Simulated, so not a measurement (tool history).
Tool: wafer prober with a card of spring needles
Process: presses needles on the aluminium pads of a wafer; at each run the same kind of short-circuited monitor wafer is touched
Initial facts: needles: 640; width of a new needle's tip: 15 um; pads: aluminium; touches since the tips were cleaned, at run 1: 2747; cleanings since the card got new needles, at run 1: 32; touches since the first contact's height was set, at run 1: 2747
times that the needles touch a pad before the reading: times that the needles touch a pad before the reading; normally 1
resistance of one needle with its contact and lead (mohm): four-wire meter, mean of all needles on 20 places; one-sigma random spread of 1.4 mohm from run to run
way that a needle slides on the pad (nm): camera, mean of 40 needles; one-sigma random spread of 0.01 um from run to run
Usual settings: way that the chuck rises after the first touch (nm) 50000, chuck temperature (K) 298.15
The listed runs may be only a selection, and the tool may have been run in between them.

| run | hour | way that the chuck rises after the first touch (nm) | chuck temperature (K) | times that the needles touch a pad before the reading | touches since the tips were cleaned | cleanings since the card got new needles | touches since the first contact's height was set | resistance of one needle with its contact and lead (mohm) | way that a needle slides on the pad (nm) |
|---|---|---|---|---|---|---|---|---|---|
| 1 | 0.0 | 50000 | 298.15 | 1 | 2747 | 32 | 2747 | 260 | 11780 |
|  | 14.4 | tips cleaned on abrasive film |
| 2 | 23.9 | 50000 | 298.15 | 1 | 3632 | 33 | 11912 | 258 | 11790 |
|  | 33.7 | tips cleaned on abrasive film |
|  | 53.7 | tips cleaned on abrasive film |
| 3 | 64.2 | 50000 | 298.15 | 1 | 4062 | 35 | 27385 | 267 | 11750 |
|  | 72.7 | tips cleaned on abrasive film |
|  | 90.7 | tips cleaned on abrasive film |
| 4 | 92.2 | 62000 | 298.15 | 1 | 600 | 37 | 38125 | 163 | 14560 |
|  | 110.0 | tips cleaned on abrasive film |
|  | 127.7 | tips cleaned on abrasive film |
| 5 | 129.7 | 49000 | 298.15 | 1 | 786 | 39 | 52494 | 189 | 11450 |
|  | 148.2 | tips cleaned on abrasive film |
| 6 | 153.4 | 49000 | 298.15 | 1 | 2007 | 40 | 61603 | 252 | 11440 |
|  | 168.8 | tips cleaned on abrasive film |
|  | 187.0 | tips cleaned on abrasive film |
| 7 | 193.7 | 50000 | 303.15 | 1 | 2601 | 42 | 77061 | 258 | 11650 |
|  | 206.4 | tips cleaned on abrasive film |
|  | 214.7 | height of the first contact set anew |
| 8 | 224.0 | 50000 | 303.15 | 1 | 6685 | 43 | 3596 | 286 | 11810 |
|  | 227.9 | tips cleaned on abrasive film |
|  | 249.4 | tips cleaned on abrasive film |
|  | 268.9 | tips cleaned on abrasive film |
| 9 | 271.4 | 50000 | 334.15 | 1 | 957 | 46 | 21749 | 184 | 11770 |
|  | 287.1 | tips cleaned on abrasive film |
| 10 | 299.9 | 50000 | 334.15 | 1 | 4947 | 47 | 32716 | 278 | 11740 |
|  | 306.0 | tips cleaned on abrasive film |
| 11 | 320.6 | 50000 | 334.15 | 1 | 5661 | 48 | 40659 | 279 | 11740 |
|  | 324.8 | tips cleaned on abrasive film |
|  | 342.8 | tips cleaned on abrasive film |
|  | 362.3 | tips cleaned on abrasive film |
| 12 | 368.7 | 50000 | 334.15 | 1 | 2467 | 51 | 59082 | 250 | 11700 |
|  | 381.1 | tips cleaned on abrasive film |
|  | 400.5 | tips cleaned on abrasive film |
| 13 | 414.2 | 50000 | 334.15 | 1 | 5295 | 53 | 76536 | 285 | 11650 |
|  | 420.0 | tips cleaned on abrasive film |
|  | 434.2 | height of the first contact set anew |
|  | 440.9 | tips cleaned on abrasive film |
|  | 459.0 | tips cleaned on abrasive film |
| 14 | 462.6 | 50000 | 334.15 | 1 | 1390 | 56 | 10866 | 227 | 11770 |
|  | 479.8 | tips cleaned on abrasive film |
|  | 500.0 | tips cleaned on abrasive film |
| 15 | 500.9 | 50000 | 334.15 | 1 | 346 | 58 | 25536 | 173 | 11730 |
|  | 519.7 | tips cleaned on abrasive film |
| 16 | 520.5 | 50000 | 384.15 | 1 | 314 | 59 | 33069 | 178 | 11710 |
|  | 538.8 | tips cleaned on abrasive film |
|  | 558.3 | tips cleaned on abrasive film |
| 17 | 564.9 | 39000 | 298.15 | 1 | 2522 | 61 | 50105 | 339 | 9100 |
|  | 577.5 | tips cleaned on abrasive film |
|  | 598.0 | tips cleaned on abrasive film |
| 18 | 608.5 | 55000 | 314.15 | 3 | 4062 | 63 | 66851 | 170 | 12860 |
|  | 615.5 | tips cleaned on abrasive film |
|  | 633.7 | tips cleaned on abrasive film |
| 19 | 648.9 | 50000 | 351.15 | 2 | 5883 | 65 | 82352 | 224 | 11650 |
|  | 652.3 | tips cleaned on abrasive film |
|  | 657.0 | height of the first contact set anew |
|  | 670.3 | tips cleaned on abrasive film |
|  | 690.1 | tips cleaned on abrasive film |
| 20 | 695.6 | 50000 | 398.15 | 1 | 2094 | 68 | 14811 | 248 | 11760 |
|  | 709.9 | tips cleaned on abrasive film |
|  | 731.1 | tips cleaned on abrasive film |
| 21 | 731.1 | 47000 | 321.15 | 1 | 7 | 70 | 28443 | 145 | 11050 |
|  | 748.6 | tips cleaned on abrasive film |
|  | 766.1 | tips cleaned on abrasive film |
| 22 | 778.3 | 46000 | 302.15 | 3 | 4699 | 72 | 46536 | 197 | 10770 |
|  | 786.2 | tips cleaned on abrasive film |
|  | 807.5 | tips cleaned on abrasive film |
|  | 826.0 | tips cleaned on abrasive film |
| 23 | 826.0 | 39000 | 311.15 | 2 | 0 | 75 | 64847 | 146 | 9090 |
|  | 845.9 | tips cleaned on abrasive film |
| 24 | 854.7 | 38000 | 341.15 | 1 | 3398 | 76 | 75875 | 370 | 8850 |
|  | 865.6 | tips cleaned on abrasive film |
|  | 876.7 | height of the first contact set anew |
|  | 885.0 | tips cleaned on abrasive film |
| 25 | 892.4 | 44000 | 377.15 | 2 | 2858 | 78 | 6020 | 240 | 10350 |
|  | 903.4 | tips cleaned on abrasive film |
|  | 921.0 | tips cleaned on abrasive film |
| 26 | 929.4 | 31000 | 300.15 | 2 | 3254 | 80 | 20229 | 344 | 7270 |
|  | 938.7 | tips cleaned on abrasive film |
|  | 959.0 | tips cleaned on abrasive film |
|  | 976.7 | tips cleaned on abrasive film |
| 27 | 976.7 | 69000 | 358.15 | 1 | 0 | 83 | 38356 | 141 | 16210 |
|  | 995.5 | tips cleaned on abrasive film |
| 28 | 1009.8 | 69000 | 372.15 | 1 | 5542 | 84 | 51072 | 221 | 16190 |
|  | 1015.7 | tips cleaned on abrasive film |
|  | 1036.0 | tips cleaned on abrasive film |
| 29 | 1052.2 | 69000 | 372.15 | 1 | 6251 | 86 | 67340 | 218 | 16170 |

Alternative continuations, all from the tool just after run 29; predict every row:
|  | 1056.5 | tips cleaned on abrasive film |
|  | 1074.4 | tips cleaned on abrasive film |
| A | 1084.2 | 39000 | 353.15 | 2 | 3768 | 88 | 79579 | ? | ? |
|  | 1056.5 | tips cleaned on abrasive film |
|  | 1074.4 | tips cleaned on abrasive film |
| B | 1084.2 | 47000 | 298.15 | 1 | 3768 | 88 | 79579 | ? | ? |
|  | 1056.5 | tips cleaned on abrasive film |
|  | 1074.4 | tips cleaned on abrasive film |
| C | 1084.2 | 56000 | 301.15 | 1 | 3768 | 88 | 79579 | ? | ? |
|  | 1056.5 | tips cleaned on abrasive film |
|  | 1074.4 | tips cleaned on abrasive film |
| D | 1084.2 | 69000 | 310.15 | 1 | 3768 | 88 | 79579 | ? | ? |

| run | resistance of one needle with its contact and lead (mohm) | way that a needle slides on the pad (nm) |
|---|---|---|
| A | 279 | 9060 |
| B | 304 | 10960 |
| C | 251 | 13050 |
| D | 207 | 16140 |
Stripped of hidden state, with their random variation kept, the same runs would have yielded:
| run | resistance of one needle with its contact and lead (mohm) | way that a needle slides on the pad (nm) |
|---|---|---|
| A | 141 | 9200 |
| B | 129 | 11100 |
| C | 126 | 13190 |
| D | 123 | 16280 |
